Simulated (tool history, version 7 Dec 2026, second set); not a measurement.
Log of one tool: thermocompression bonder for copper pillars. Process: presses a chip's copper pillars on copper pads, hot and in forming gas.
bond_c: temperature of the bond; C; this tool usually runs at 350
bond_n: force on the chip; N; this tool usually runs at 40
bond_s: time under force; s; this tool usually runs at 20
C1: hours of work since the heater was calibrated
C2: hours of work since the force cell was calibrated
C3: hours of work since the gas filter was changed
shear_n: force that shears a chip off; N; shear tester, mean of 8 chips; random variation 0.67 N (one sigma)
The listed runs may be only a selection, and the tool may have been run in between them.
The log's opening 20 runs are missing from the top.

{"day": 8.075, "done": "forming gas filter changed"}
{"run": 21, "day": 8.208, "bond_c": 371, "bond_n": 50, "bond_s": 13, "C1": 480, "C2": 25, "C3": 2, "shear_n": 59.9}
{"run": 22, "day": 8.496, "bond_c": 323, "bond_n": 38, "bond_s": 11, "C1": 485, "C2": 30, "C3": 7, "shear_n": 24.8}
{"run": 23, "day": 8.904, "bond_c": 350, "bond_n": 28, "bond_s": 29, "C1": 492, "C2": 37, "C3": 14, "shear_n": 38.6}
{"run": 24, "day": 9.354, "bond_c": 380, "bond_n": 29, "bond_s": 29, "C1": 500, "C2": 45, "C3": 22, "shear_n": 54.3}
{"run": 25, "day": 9.612, "bond_c": 380, "bond_n": 29, "bond_s": 17, "C1": 504, "C2": 49, "C3": 26, "shear_n": 44.8}
{"run": 26, "day": 10.058, "bond_c": 347, "bond_n": 41, "bond_s": 11, "C1": 512, "C2": 57, "C3": 34, "shear_n": 36.9}
{"run": 27, "day": 10.404, "bond_c": 347, "bond_n": 41, "bond_s": 11, "C1": 518, "C2": 62, "C3": 40, "shear_n": 35.6}
{"run": 28, "day": 10.667, "bond_c": 378, "bond_n": 58, "bond_s": 20, "C1": 522, "C2": 67, "C3": 44, "shear_n": 71}
{"run": 29, "day": 11.183, "bond_c": 378, "bond_n": 27, "bond_s": 16, "C1": 531, "C2": 76, "C3": 53, "shear_n": 40.2}
{"run": 30, "day": 11.579, "bond_c": 378, "bond_n": 27, "bond_s": 16, "C1": 538, "C2": 82, "C3": 59, "shear_n": 40}
{"run": 31, "day": 11.871, "bond_c": 378, "bond_n": 27, "bond_s": 16, "C1": 543, "C2": 87, "C3": 64, "shear_n": 39.5}
{"run": 32, "day": 12.296, "bond_c": 378, "bond_n": 27, "bond_s": 16, "C1": 550, "C2": 95, "C3": 72, "shear_n": 40}
{"run": 33, "day": 12.558, "bond_c": 322, "bond_n": 24, "bond_s": 14, "C1": 554, "C2": 99, "C3": 76, "shear_n": 15.8}
{"run": 34, "day": 12.988, "bond_c": 322, "bond_n": 24, "bond_s": 14, "C1": 561, "C2": 106, "C3": 83, "shear_n": 16.3}
{"run": 35, "day": 13.433, "bond_c": 352, "bond_n": 24, "bond_s": 41, "C1": 569, "C2": 114, "C3": 91, "shear_n": 37.9}
{"run": 36, "day": 13.783, "bond_c": 355, "bond_n": 53, "bond_s": 13, "C1": 575, "C2": 120, "C3": 97, "shear_n": 52.3}

4 options for the next run, each taken on its own from the tool as it stands now. Forecast them:
{"run": "A", "day": 14.325, "bond_c": 350, "bond_n": 36, "bond_s": 13, "C1": 584, "C2": 129, "C3": 106, "shear_n": "?"}
{"run": "B", "day": 14.325, "bond_c": 344, "bond_n": 33, "bond_s": 40, "C1": 584, "C2": 129, "C3": 106, "shear_n": "?"}
{"run": "C", "day": 14.325, "bond_c": 350, "bond_n": 53, "bond_s": 20, "C1": 584, "C2": 129, "C3": 106, "shear_n": "?"}
{"run": "D", "day": 14.325, "bond_c": 351, "bond_n": 50, "bond_s": 13, "C1": 584, "C2": 129, "C3": 106, "shear_n": "?"}

run=A shear_n=33.7
run=B shear_n=44.2
run=C shear_n=54.5
run=D shear_n=47.7
With the hidden condition removed and each run's random variation left untouched, the same runs would have given:
run=A shear_n=36.8
run=B shear_n=47.8
run=C shear_n=58.2
run=D shear_n=51.3

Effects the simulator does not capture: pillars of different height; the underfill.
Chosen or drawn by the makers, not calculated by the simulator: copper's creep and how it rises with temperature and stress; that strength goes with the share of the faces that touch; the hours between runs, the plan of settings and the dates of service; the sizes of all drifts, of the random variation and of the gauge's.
